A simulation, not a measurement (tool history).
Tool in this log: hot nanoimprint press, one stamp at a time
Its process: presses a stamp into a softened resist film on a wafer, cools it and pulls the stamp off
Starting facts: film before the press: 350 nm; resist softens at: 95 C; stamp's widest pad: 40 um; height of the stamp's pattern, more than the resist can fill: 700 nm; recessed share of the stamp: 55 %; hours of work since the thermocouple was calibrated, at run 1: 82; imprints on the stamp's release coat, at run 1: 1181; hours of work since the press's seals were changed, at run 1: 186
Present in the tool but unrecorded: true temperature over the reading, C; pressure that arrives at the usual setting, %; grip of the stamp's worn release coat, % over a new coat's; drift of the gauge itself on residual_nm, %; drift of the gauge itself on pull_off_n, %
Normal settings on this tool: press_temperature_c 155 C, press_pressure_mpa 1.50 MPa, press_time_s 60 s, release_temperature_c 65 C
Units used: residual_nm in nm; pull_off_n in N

run	day	press_temperature_c	press_pressure_mpa	press_time_s	release_temperature_c	hours of work since the thermocouple was calibrated	imprints on the stamp's release coat	hours of work since the press's seals were changed	residual_nm	pull_off_n
1	0.000	155	1.50	60	65	82	1181	186	176.7	244
2	0.446	155	1.50	60	65	87	1205	191	175.9	258
3	0.971	155	1.50	60	65	94	1234	198	176.2	254
4	1.508	155	1.50	60	65	100	1263	204	176.6	249
5	1.983	155	1.50	60	71	106	1290	210	175.7	238
6	2.288	155	1.50	60	65	110	1306	214	175.7	258
7	2.617	155	1.50	60	65	114	1324	218	176.1	258
8	3.188	155	1.50	60	71	121	1355	225	175.4	245
9	3.750	155	1.50	60	71	128	1386	231	176.5	235
10	4.329	155	1.50	60	71	135	1418	239	176.2	241
11	4.817	151	1.50	60	65	141	1444	245	199.7	260
12	5.242	151	1.50	60	65	146	1468	250	199.7	258
13	5.562	151	1.50	60	65	150	1485	254	199.7	257
14	5.938	155	1.50	60	65	154	1505	258	175.4	262
15	6.496	158	1.50	60	54	161	1536	265	159.8	294
16	6.767	143	1.25	85	72	164	1551	268	243.8	249
17	7.262	146	1.25	85	54	171	1578	274	224.2	291
18	7.829	167	1.50	36	65	177	1609	281	145.1	276
19	8.200	167	1.50	36	65	182	1629	286	145.8	260
20	8.679	167	1.50	36	65	188	1655	292	145.6	263
21	9.079	165	1.04	71	65	193	1677	297	142.3	275
22	9.379	155	1.50	86	57	196	1693	300	153.7	301
23	9.621	166	1.50	58	65	199	1707	303	124.6	278
24	10.038	166	1.50	58	65	204	1729	308	124.4	269
25	10.458	143	1.50	69	70	210	1752	313	241.4	260
26	10.958	155	2.07	69	55	216	1780	320	143.2	313
27	11.242	155	1.16	60	65	219	1795	323	195.4	283

5 ways to go on from here, each from the tool as it stands after run 27. What would each give?
A	11.775	155	1.25	39	65	226	1824	330	?	?
B	11.775	145	1.50	67	55	226	1824	330	?	?
C	11.775	155	2.11	118	55	226	1824	330	?	?
D	11.775	148	1.61	60	65	226	1824	330	?	?
E	11.775	156	1.92	60	71	226	1824	330	?	?

run	residual_nm	pull_off_n
A	216.1	270
B	230.5	306
C	115.2	306
D	211.8	267
E	150.7	262
With the hidden condition removed and each run's random variation left untouched, the same runs would have given:
run	residual_nm	pull_off_n
A	218.3	194
B	233.0	219
C	116.6	219
D	214.1	191
E	152.5	188
